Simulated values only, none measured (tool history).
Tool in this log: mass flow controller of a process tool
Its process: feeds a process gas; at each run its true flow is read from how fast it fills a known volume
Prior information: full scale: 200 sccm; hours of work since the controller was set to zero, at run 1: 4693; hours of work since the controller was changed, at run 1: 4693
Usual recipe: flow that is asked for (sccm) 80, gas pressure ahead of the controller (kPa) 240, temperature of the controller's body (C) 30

run,hour,flow that is asked for (sccm),gas pressure ahead of the controller (kPa),temperature of the controller's body (C),hours of work since the controller was set to zero,hours of work since the controller was changed,true flow (%)
1,0.0,80,240,30,4693,4693,100.13
2,183.4,80,240,30,4759,4759,100.04
3,349.2,70,240,30,4819,4819,100.10
4,709.6,80,240,30,4949,4949,100.06
5,1006.4,80,240,30,5056,5056,100.09
6,1350.2,80,240,30,5180,5180,100.23
7,1652.5,80,240,30,5289,5289,100.19
8,1955.7,80,240,22,5399,5399,99.64
9,2109.7,80,240,22,5454,5454,99.67
10,2269.4,80,240,22,5512,5512,99.75
11,2636.5,80,240,22,5644,5644,99.70
12,2919.4,80,240,22,5746,5746,99.70
# hour 2943.4: controller's zero set anew
13,3240.7,80,188,27,107,5862,99.96
14,3444.1,46,150,33,181,5936,100.06
15,3736.6,80,152,29,286,6041,99.70
16,3925.3,80,152,28,354,6109,99.76
17,4249.3,80,152,28,471,6226,99.90
18,4444.7,80,167,36,542,6297,100.47
19,4688.0,80,241,39,630,6384,101.09
20,4974.6,73,158,28,733,6488,99.87
21,5279.1,73,158,28,843,6598,99.84

4 options for the next run, each taken on its own from the tool as it stands now. Forecast them:
A,5466.7,73,150,26,910,6665,?
B,5466.7,73,150,28,910,6665,?
C,5466.7,113,237,28,910,6665,?
D,5466.7,141,240,30,910,6665,?

run,true flow (%)
A,99.86
B,99.81
C,100.55
D,100.65
With the hidden condition removed and each run's random variation left untouched, the same runs would have given:
run,true flow (%)
A,99.50
B,99.44
C,100.19
D,100.28

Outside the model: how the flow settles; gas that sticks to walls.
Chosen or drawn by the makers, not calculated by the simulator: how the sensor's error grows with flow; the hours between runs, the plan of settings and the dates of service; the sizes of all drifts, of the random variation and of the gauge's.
